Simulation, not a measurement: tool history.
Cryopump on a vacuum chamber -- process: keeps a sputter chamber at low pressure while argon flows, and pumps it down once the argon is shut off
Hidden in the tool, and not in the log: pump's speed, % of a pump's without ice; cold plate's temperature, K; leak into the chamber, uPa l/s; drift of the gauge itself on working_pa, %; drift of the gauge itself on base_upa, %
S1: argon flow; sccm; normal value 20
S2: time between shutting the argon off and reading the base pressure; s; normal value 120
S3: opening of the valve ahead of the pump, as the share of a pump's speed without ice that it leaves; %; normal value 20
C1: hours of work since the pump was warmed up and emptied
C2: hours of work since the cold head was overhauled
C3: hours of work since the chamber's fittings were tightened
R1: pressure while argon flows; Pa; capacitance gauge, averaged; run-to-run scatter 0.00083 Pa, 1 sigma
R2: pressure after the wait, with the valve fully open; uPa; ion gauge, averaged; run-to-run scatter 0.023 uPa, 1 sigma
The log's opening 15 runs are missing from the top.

{"run": 16, "hour": 317.2, "S1": 20, "S2": 27, "S3": 20, "C1": 242, "C2": 596, "C3": 1330, "R1": 0.1722, "R2": 5.79}
{"run": 17, "hour": 333.9, "S1": 20, "S2": 27, "S3": 20, "C1": 250, "C2": 605, "C3": 1339, "R1": 0.1745, "R2": 5.76}
{"run": 18, "hour": 349.8, "S1": 20, "S2": 120, "S3": 20, "C1": 258, "C2": 613, "C3": 1347, "R1": 0.1739, "R2": 4.46}
{"run": 19, "hour": 363.9, "S1": 15, "S2": 203, "S3": 20, "C1": 266, "C2": 620, "C3": 1355, "R1": 0.1315, "R2": 4.34}
{"run": 20, "hour": 379.7, "S1": 10, "S2": 120, "S3": 20, "C1": 274, "C2": 628, "C3": 1363, "R1": 0.0884, "R2": 4.75}
{"run": 21, "hour": 402.5, "S1": 20, "S2": 36, "S3": 19, "C1": 286, "C2": 640, "C3": 1374, "R1": 0.1849, "R2": 5.65}
{"run": 22, "hour": 418.6, "S1": 10, "S2": 180, "S3": 19, "C1": 294, "C2": 648, "C3": 1383, "R1": 0.0925, "R2": 4.6}
{"run": 23, "hour": 445.7, "S1": 13, "S2": 28, "S3": 47, "C1": 308, "C2": 662, "C3": 1397, "R1": 0.0539, "R2": 6.26}
{"run": 24, "hour": 462.0, "S1": 18, "S2": 59, "S3": 53, "C1": 316, "C2": 671, "C3": 1405, "R1": 0.0664, "R2": 5.41}
{"run": 25, "hour": 481.6, "S1": 18, "S2": 59, "S3": 53, "C1": 326, "C2": 681, "C3": 1415, "R1": 0.0668, "R2": 5.47}
{"run": 26, "hour": 497.7, "S1": 18, "S2": 59, "S3": 53, "C1": 335, "C2": 689, "C3": 1423, "R1": 0.0679, "R2": 5.6}
{"hour": 508.0, "done": "leaking fittings of the chamber tightened, without venting"}
{"run": 27, "hour": 518.4, "S1": 18, "S2": 59, "S3": 53, "C1": 344, "C2": 699, "C3": 5, "R1": 0.0669, "R2": 1.38}
{"hour": 543.3, "done": "pump warmed up, emptied and cooled again"}
{"run": 28, "hour": 550.6, "S1": 9, "S2": 112, "S3": 39, "C1": 4, "C2": 713, "C3": 19, "R1": 0.0392, "R2": 0.87}
{"run": 29, "hour": 575.5, "S1": 9, "S2": 37, "S3": 29, "C1": 17, "C2": 726, "C3": 32, "R1": 0.052, "R2": 1.81}
{"run": 30, "hour": 591.0, "S1": 18, "S2": 39, "S3": 30, "C1": 25, "C2": 734, "C3": 40, "R1": 0.1003, "R2": 1.81}
{"run": 31, "hour": 610.4, "S1": 18, "S2": 39, "S3": 60, "C1": 35, "C2": 744, "C3": 50, "R1": 0.051, "R2": 1.76}
{"run": 32, "hour": 635.3, "S1": 18, "S2": 39, "S3": 49, "C1": 47, "C2": 756, "C3": 63, "R1": 0.0611, "R2": 1.84}
{"run": 33, "hour": 652.4, "S1": 21, "S2": 39, "S3": 36, "C1": 56, "C2": 765, "C3": 72, "R1": 0.099, "R2": 1.9}
{"run": 34, "hour": 677.3, "S1": 28, "S2": 32, "S3": 20, "C1": 69, "C2": 778, "C3": 85, "R1": 0.2363, "R2": 2.14}
{"run": 35, "hour": 689.1, "S1": 29, "S2": 101, "S3": 33, "C1": 75, "C2": 784, "C3": 91, "R1": 0.1496, "R2": 1.08}

3 options for the next run, each taken on its own from the tool as it stands now. Forecast them:
{"run": "A", "hour": 702.0, "S1": 10, "S2": 120, "S3": 18, "C1": 82, "C2": 791, "C3": 97, "R1": "?", "R2": "?"}
{"run": "B", "hour": 702.0, "S1": 29, "S2": 54, "S3": 33, "C1": 82, "C2": 791, "C3": 97, "R1": "?", "R2": "?"}
{"run": "C", "hour": 702.0, "S1": 9, "S2": 54, "S3": 38, "C1": 82, "C2": 791, "C3": 97, "R1": "?", "R2": "?"}

run=A R1=0.0941 R2=1.04
run=B R1=0.1502 R2=1.6
run=C R1=0.041 R2=1.54
The same runs, with their run-to-run variation unchanged, on a tool lacking any hidden condition would have given:
run=A R1=0.0927 R2=0.72
run=B R1=0.1463 R2=1.27
run=C R1=0.0398 R2=1.22
